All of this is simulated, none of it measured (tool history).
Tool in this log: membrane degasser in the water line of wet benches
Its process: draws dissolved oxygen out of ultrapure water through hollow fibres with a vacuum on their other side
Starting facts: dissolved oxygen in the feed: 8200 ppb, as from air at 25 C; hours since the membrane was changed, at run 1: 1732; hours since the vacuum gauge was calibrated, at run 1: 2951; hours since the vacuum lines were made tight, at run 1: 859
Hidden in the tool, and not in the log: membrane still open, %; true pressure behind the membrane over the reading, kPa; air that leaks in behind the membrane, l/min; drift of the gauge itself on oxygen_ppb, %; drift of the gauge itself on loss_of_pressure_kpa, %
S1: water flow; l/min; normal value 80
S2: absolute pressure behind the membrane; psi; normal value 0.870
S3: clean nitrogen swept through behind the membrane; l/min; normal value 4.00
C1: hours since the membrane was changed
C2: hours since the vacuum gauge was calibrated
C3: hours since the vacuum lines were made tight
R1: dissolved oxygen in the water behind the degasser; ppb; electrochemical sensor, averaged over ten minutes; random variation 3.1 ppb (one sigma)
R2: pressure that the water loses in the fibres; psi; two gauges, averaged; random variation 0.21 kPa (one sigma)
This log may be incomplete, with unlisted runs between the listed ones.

| run | hour | S1 | S2 | S3 | C1 | C2 | C3 | R1 | R2 |
|---|---|---|---|---|---|---|---|---|---|
| 1 | 0.0 | 80 | 0.870 | 4.00 | 1732 | 2951 | 859 | 312.2 | 7.322 |
| 2 | 74.6 | 80 | 0.870 | 8.78 | 1807 | 3026 | 934 | 251.2 | 7.298 |
| 3 | 142.9 | 80 | 0.870 | 8.78 | 1875 | 3094 | 1002 | 251.3 | 7.323 |
| 4 | 184.2 | 80 | 0.870 | 9.13 | 1916 | 3136 | 1044 | 244.6 | 7.256 |
| 5 | 257.7 | 80 | 0.634 | 4.00 | 1990 | 3209 | 1117 | 237.8 | 7.239 |
| 6 | 310.3 | 80 | 0.634 | 4.00 | 2043 | 3262 | 1170 | 245.2 | 7.230 |
| 7 | 391.8 | 62 | 0.870 | 4.00 | 2124 | 3343 | 1251 | 177.5 | 5.662 |
| 8 | 436.0 | 80 | 0.870 | 4.00 | 2168 | 3387 | 1295 | 317.1 | 7.243 |
| 9 | 518.2 | 80 | 0.870 | 4.00 | 2250 | 3470 | 1378 | 314.7 | 7.208 |
|  | 542.1 | vacuum gauge calibrated |
| 10 | 582.1 | 80 | 0.870 | 4.00 | 2314 | 40 | 1441 | 309.7 | 7.278 |
| 11 | 637.0 | 80 | 0.870 | 4.00 | 2369 | 95 | 1496 | 310.9 | 7.172 |
| 12 | 678.6 | 80 | 0.870 | 4.00 | 2410 | 137 | 1538 | 309.8 | 7.178 |
| 13 | 775.5 | 80 | 0.870 | 4.00 | 2507 | 233 | 1635 | 312.3 | 7.205 |
| 14 | 845.7 | 80 | 0.805 | 4.00 | 2577 | 304 | 1705 | 294.5 | 7.156 |
| 15 | 936.1 | 70 | 0.805 | 2.90 | 2668 | 394 | 1795 | 244.0 | 6.302 |
| 16 | 1007.9 | 90 | 1.601 | 8.51 | 2740 | 466 | 1867 | 457.6 | 8.090 |
| 17 | 1102.7 | 90 | 1.601 | 8.51 | 2834 | 561 | 1962 | 451.6 | 8.051 |
| 18 | 1190.8 | 90 | 1.664 | 4.00 | 2923 | 649 | 2050 | 654.2 | 8.023 |
| 19 | 1284.0 | 76 | 1.867 | 4.00 | 3016 | 742 | 2143 | 539.2 | 6.817 |
| 20 | 1329.7 | 48 | 1.346 | 9.56 | 3061 | 788 | 2189 | 101.4 | 4.273 |
| 21 | 1428.0 | 100 | 1.346 | 2.21 | 3160 | 886 | 2287 | 819.0 | 8.927 |
| 22 | 1506.8 | 80 | 0.870 | 10.78 | 3238 | 965 | 2366 | 238.2 | 7.143 |
|  | 1524.1 | gauge calibrated |
| 23 | 1568.7 | 80 | 2.116 | 1.78 | 3300 | 1027 | 2428 | 1070.9 | 7.282 |
| 24 | 1670.1 | 111 | 1.002 | 6.26 | 3402 | 1128 | 2529 | 599.9 | 10.145 |
| 25 | 1731.2 | 80 | 0.531 | 4.00 | 3463 | 1189 | 2590 | 211.8 | 7.256 |

What if the next run were any one of these 4? Each begins from the tool's condition after run 25:
| A | 1796.0 | 48 | 0.531 | 2.70 | 3528 | 1254 | 2655 | ? | ? |
| B | 1796.0 | 80 | 1.008 | 1.96 | 3528 | 1254 | 2655 | ? | ? |
| C | 1796.0 | 80 | 0.870 | 6.45 | 3528 | 1254 | 2655 | ? | ? |
| D | 1796.0 | 58 | 2.052 | 4.00 | 3528 | 1254 | 2655 | ? | ? |

| run | R1 | R2 |
|---|---|---|
| A | 45.0 | 4.350 |
| B | 476.3 | 7.265 |
| C | 268.6 | 7.274 |
| D | 409.9 | 5.288 |
Stripped of hidden state, with their random variation kept, the same runs would have yielded:
| run | R1 | R2 |
|---|---|---|
| A | 44.9 | 4.364 |
| B | 476.1 | 7.291 |
| C | 268.4 | 7.300 |
| D | 409.8 | 5.308 |
